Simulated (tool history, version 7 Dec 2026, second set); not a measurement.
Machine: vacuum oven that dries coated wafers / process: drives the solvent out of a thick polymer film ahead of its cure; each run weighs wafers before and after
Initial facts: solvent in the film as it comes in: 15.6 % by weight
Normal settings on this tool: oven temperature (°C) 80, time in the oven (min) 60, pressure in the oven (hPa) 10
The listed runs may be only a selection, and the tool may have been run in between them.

run	day	oven temperature (°C)	time in the oven (min)	pressure in the oven (hPa)	solvent left in the film (%)
1	0	80	60	10	2.72
2	2.125	80	60	10	2.72
3	3.567	70	60	10	4.93
4	5.479	70	60	10	4.95
5	7.304	70	60	10	4.91
6	8.683	70	60	10	4.94
7	10.6	70	60	10	4.94
8	12.208	70	60	10	4.99
9	13.425	70	60	10	4.97
10	15.104	94	60	10	0.85
11	16.825	94	60	10	0.91
12	18.858	94	60	10	0.87
13	20.742	94	60	10	0.88
14	22.95	80	60	10	2.8
15	24.425	80	60	6.8	2.7
16	25.742	80	60	6.8	2.74
17	27.804	80	60	10	2.82
18	29.658	80	60	10	2.88
# day 29.925: vacuum gauge cleaned of residue and calibrated
19	31.95	77	60	10	3.49
20	33.329	77	60	10	3.48
21	35.096	80	60	8.6	2.81
22	37.325	80	60	8.6	2.83
23	39.112	80	60	8.6	2.83
# day 41.138: vacuum gauge cleaned of residue and calibrated, once more
24	41.138	80	60	10	2.78
25	42.104	82	91	20.8	1.65
26	44.038	82	91	20.8	1.64
27	45.183	82	91	20.8	1.65
28	47.421	92	60	11.6	1.1
29	48.892	92	60	11.6	1.09
30	50.883	79	38	11.9	5.08
31	52.171	79	38	11.9	5.06
32	53.275	79	38	11.9	5.09
33	54.908	92	73	5	0.56
34	56.396	85	57	6.7	2.06
35	58.575	67	60	5.9	5.55
36	60.292	69	60	10	5.26
37	61.425	71	60	7.4	4.71
38	62.604	77	43	30.9	5.73
39	64.362	76	78	12.9	2.83
# day 64.717: oven's thermocouples calibrated
40	65.583	92	43	17.9	2.1
41	67.196	92	43	17.9	2.12
42	68.662	85	60	22	2.3
43	69.833	85	60	22	2.3
44	71.3	85	77	9.2	1.18
45	73.575	94	60	18.9	1.08
46	75.858	95	60	10	0.76
47	77.921	69	60	26.5	6.08

Branching from run 47: 3 alternative next runs. What would each branch give?
A	79.604	69	60	14.9	?
B	79.604	86	60	26.5	?
C	79.604	71	83	15.2	?

run	solvent left in the film (%)
A	5.5
B	2.35
C	3.62
Without the tool's hidden state the same runs would have given:
run	solvent left in the film (%)
A	5.39
B	2.27
C	3.52
